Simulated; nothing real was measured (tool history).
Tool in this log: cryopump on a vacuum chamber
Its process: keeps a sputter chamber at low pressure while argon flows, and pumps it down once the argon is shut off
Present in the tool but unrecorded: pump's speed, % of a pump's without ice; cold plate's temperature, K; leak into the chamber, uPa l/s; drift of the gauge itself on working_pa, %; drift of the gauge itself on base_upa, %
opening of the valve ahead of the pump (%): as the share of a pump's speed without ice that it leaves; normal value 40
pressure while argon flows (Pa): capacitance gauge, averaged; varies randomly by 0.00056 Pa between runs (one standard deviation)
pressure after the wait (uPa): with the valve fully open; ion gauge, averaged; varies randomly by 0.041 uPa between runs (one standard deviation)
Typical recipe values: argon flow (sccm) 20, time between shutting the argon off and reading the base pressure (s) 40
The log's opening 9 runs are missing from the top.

run   hour  argon flow (sccm)  time between shutting the argon off and reading the base pressure (s)  opening of the valve ahead of the pump (%)  hours of work since the pump was warmed up and emptied  hours of work since the cold head was overhauled  hours of work since the chamber's fittings were tightened  pressure while argon flows (Pa)  pressure after the wait (uPa)
 10  426.8                 20                                                                     31                                          40                                                     298                                              2158                                                       1912                           0.0638                           3.83
 11  477.1                 20                                                                     40                                          40                                                     338                                              2199                                                       1953                           0.0638                           3.09
 12  514.8                 20                                                                     40                                          40                                                     369                                              2229                                                       1984                           0.0659                           3.22
 13  548.2                 20                                                                     40                                          40                                                     396                                              2256                                                       2011                           0.0657                           3.22
 14  592.4                  8                                                                     40                                          40                                                     432                                              2292                                                       2046                           0.0258                           3.26
 15  617.1                  8                                                                     40                                          40                                                     452                                              2312                                                       2066                           0.0260                           3.34
 16  662.7                 20                                                                     40                                          40                                                     488                                              2349                                                       2103                           0.0652                           3.36
 17  705.2                 20                                                                     40                                          40                                                     523                                              2383                                                       2138                           0.0663                           3.36
 18  745.3                 18                                                                     52                                          51                                                     555                                              2416                                                       2170                           0.0482                           2.89
 19  804.0                 20                                                                    126                                          27                                                     603                                              2463                                                       2218                           0.0970                           1.97
 20  859.8                 10                                                                    214                                          40                                                     648                                              2508                                                       2263                           0.0328                           1.69
 21  912.6                 20                                                                     27                                          54                                                     691                                              2551                                                       2305                           0.0537                           4.61

Estimate the outcome of run 22 from the log above:
 22  945.6                 19                                                                     33                                          40                                                     717                                              2578                                                       2332                                ?                              ?

{"run 22": {"pressure while argon flows (Pa)": 0.0658, "pressure after the wait (uPa)": 4.02}}
With no hidden state in the tool, this same run would have given pressure while argon flows (Pa) 0.0582, pressure after the wait (uPa) 2.89.
